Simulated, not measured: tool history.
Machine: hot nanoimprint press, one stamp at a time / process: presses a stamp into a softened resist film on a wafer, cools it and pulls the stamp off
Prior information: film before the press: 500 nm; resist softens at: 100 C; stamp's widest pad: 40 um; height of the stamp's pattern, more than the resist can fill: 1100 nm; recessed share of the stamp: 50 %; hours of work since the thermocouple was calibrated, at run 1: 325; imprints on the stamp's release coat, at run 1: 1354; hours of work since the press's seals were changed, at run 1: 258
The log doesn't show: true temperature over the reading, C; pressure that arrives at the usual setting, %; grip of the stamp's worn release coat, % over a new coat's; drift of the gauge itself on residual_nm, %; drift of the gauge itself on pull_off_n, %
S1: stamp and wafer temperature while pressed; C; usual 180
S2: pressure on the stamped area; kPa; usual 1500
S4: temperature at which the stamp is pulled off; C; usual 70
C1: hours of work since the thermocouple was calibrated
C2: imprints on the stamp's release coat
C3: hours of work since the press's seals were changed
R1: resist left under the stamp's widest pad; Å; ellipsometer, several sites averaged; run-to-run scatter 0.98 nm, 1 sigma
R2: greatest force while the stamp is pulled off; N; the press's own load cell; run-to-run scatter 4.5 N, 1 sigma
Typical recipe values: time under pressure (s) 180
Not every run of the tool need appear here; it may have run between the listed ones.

{"run": 1, "hour": 0.0, "S1": 180, "S2": 1500, "time under pressure (s)": 180, "S4": 70, "C1": 325, "C2": 1354, "C3": 258, "R1": 2038, "R2": 273}
{"run": 2, "hour": 17.4, "S1": 180, "S2": 1500, "time under pressure (s)": 180, "S4": 70, "C1": 337, "C2": 1433, "C3": 270, "R1": 2041, "R2": 261}
{"run": 3, "hour": 30.1, "S1": 180, "S2": 1500, "time under pressure (s)": 180, "S4": 70, "C1": 346, "C2": 1490, "C3": 279, "R1": 2041, "R2": 268}
{"hour": 45.0, "done": "stamp cleaned and given a new release coat"}
{"run": 4, "hour": 45.8, "S1": 180, "S2": 990, "time under pressure (s)": 180, "S4": 70, "C1": 353, "C2": 4, "C3": 286, "R1": 2468, "R2": 216}
{"run": 5, "hour": 58.2, "S1": 180, "S2": 990, "time under pressure (s)": 180, "S4": 70, "C1": 361, "C2": 60, "C3": 295, "R1": 2472, "R2": 220}
{"hour": 62.4, "done": "plate thermocouple calibrated"}
{"run": 6, "hour": 75.8, "S1": 180, "S2": 1500, "time under pressure (s)": 180, "S4": 65, "C1": 9, "C2": 126, "C3": 305, "R1": 1991, "R2": 237}
{"run": 7, "hour": 92.7, "S1": 180, "S2": 2070, "time under pressure (s)": 180, "S4": 65, "C1": 21, "C2": 203, "C3": 317, "R1": 1704, "R2": 237}
{"run": 8, "hour": 106.1, "S1": 180, "S2": 2070, "time under pressure (s)": 180, "S4": 65, "C1": 31, "C2": 263, "C3": 326, "R1": 1691, "R2": 238}
{"hour": 111.6, "done": "plate thermocouple calibrated, once more"}
{"run": 9, "hour": 124.6, "S1": 180, "S2": 2070, "time under pressure (s)": 180, "S4": 65, "C1": 9, "C2": 334, "C3": 337, "R1": 1843, "R2": 252}
{"run": 10, "hour": 142.9, "S1": 180, "S2": 2070, "time under pressure (s)": 180, "S4": 65, "C1": 22, "C2": 417, "C3": 350, "R1": 1828, "R2": 248}
{"run": 11, "hour": 155.9, "S1": 180, "S2": 2070, "time under pressure (s)": 180, "S4": 65, "C1": 31, "C2": 476, "C3": 359, "R1": 1810, "R2": 261}
{"run": 12, "hour": 170.4, "S1": 173, "S2": 1500, "time under pressure (s)": 180, "S4": 70, "C1": 41, "C2": 542, "C3": 369, "R1": 2700, "R2": 253}
{"run": 13, "hour": 189.4, "S1": 173, "S2": 1500, "time under pressure (s)": 180, "S4": 70, "C1": 55, "C2": 628, "C3": 383, "R1": 2713, "R2": 249}
{"run": 14, "hour": 201.6, "S1": 173, "S2": 1500, "time under pressure (s)": 180, "S4": 70, "C1": 63, "C2": 683, "C3": 391, "R1": 2725, "R2": 236}
{"run": 15, "hour": 212.2, "S1": 180, "S2": 1500, "time under pressure (s)": 180, "S4": 70, "C1": 71, "C2": 731, "C3": 399, "R1": 2090, "R2": 251}
{"run": 16, "hour": 222.9, "S1": 180, "S2": 1560, "time under pressure (s)": 180, "S4": 59, "C1": 78, "C2": 780, "C3": 406, "R1": 2044, "R2": 283}
{"run": 17, "hour": 230.6, "S1": 180, "S2": 1450, "time under pressure (s)": 251, "S4": 69, "C1": 84, "C2": 815, "C3": 412, "R1": 1863, "R2": 244}
{"run": 18, "hour": 240.5, "S1": 186, "S2": 1500, "time under pressure (s)": 336, "S4": 70, "C1": 91, "C2": 860, "C3": 419, "R1": 1295, "R2": 257}
{"run": 19, "hour": 252.1, "S1": 186, "S2": 1700, "time under pressure (s)": 145, "S4": 70, "C1": 99, "C2": 912, "C3": 427, "R1": 1751, "R2": 242}
{"run": 20, "hour": 268.8, "S1": 186, "S2": 1700, "time under pressure (s)": 145, "S4": 70, "C1": 110, "C2": 988, "C3": 438, "R1": 1736, "R2": 254}
{"run": 21, "hour": 281.1, "S1": 186, "S2": 1700, "time under pressure (s)": 145, "S4": 70, "C1": 119, "C2": 1044, "C3": 447, "R1": 1743, "R2": 264}
{"run": 22, "hour": 299.9, "S1": 186, "S2": 1700, "time under pressure (s)": 145, "S4": 70, "C1": 132, "C2": 1129, "C3": 460, "R1": 1735, "R2": 265}
{"run": 23, "hour": 313.3, "S1": 186, "S2": 1700, "time under pressure (s)": 145, "S4": 70, "C1": 142, "C2": 1190, "C3": 470, "R1": 1732, "R2": 270}
{"run": 24, "hour": 321.2, "S1": 180, "S2": 1500, "time under pressure (s)": 175, "S4": 70, "C1": 147, "C2": 1226, "C3": 475, "R1": 2105, "R2": 271}
{"run": 25, "hour": 335.7, "S1": 181, "S2": 1520, "time under pressure (s)": 105, "S4": 71, "C1": 157, "C2": 1292, "C3": 485, "R1": 2444, "R2": 266}
{"run": 26, "hour": 352.8, "S1": 180, "S2": 1500, "time under pressure (s)": 180, "S4": 70, "C1": 169, "C2": 1369, "C3": 497, "R1": 2081, "R2": 280}
{"run": 27, "hour": 361.5, "S1": 180, "S2": 2130, "time under pressure (s)": 180, "S4": 70, "C1": 175, "C2": 1409, "C3": 504, "R1": 1771, "R2": 277}
{"run": 28, "hour": 373.5, "S1": 180, "S2": 2130, "time under pressure (s)": 180, "S4": 66, "C1": 184, "C2": 1463, "C3": 512, "R1": 1758, "R2": 289}
{"hour": 394.8, "done": "stamp cleaned and given a new release coat"}
{"run": 29, "hour": 395.4, "S1": 180, "S2": 2130, "time under pressure (s)": 180, "S4": 66, "C1": 195, "C2": 3, "C3": 523, "R1": 1753, "R2": 228}

Alternative continuations, all from the tool just after run 29; predict every row:
{"run": "A", "hour": 404.1, "S1": 169, "S2": 2130, "time under pressure (s)": 180, "S4": 66, "C1": 201, "C2": 43, "C3": 529, "R1": "?", "R2": "?"}
{"run": "B", "hour": 404.1, "S1": 180, "S2": 2130, "time under pressure (s)": 152, "S4": 64, "C1": 201, "C2": 43, "C3": 529, "R1": "?", "R2": "?"}
{"run": "C", "hour": 404.1, "S1": 184, "S2": 1820, "time under pressure (s)": 180, "S4": 68, "C1": 201, "C2": 43, "C3": 529, "R1": "?", "R2": "?"}

run=A R1=2682 R2=230
run=B R1=1879 R2=231
run=C R1=1633 R2=228
Stripped of hidden state, with their random variation kept, the same runs would have yielded:
run=A R1=2746 R2=230
run=B R1=1920 R2=232
run=C R1=1670 R2=228
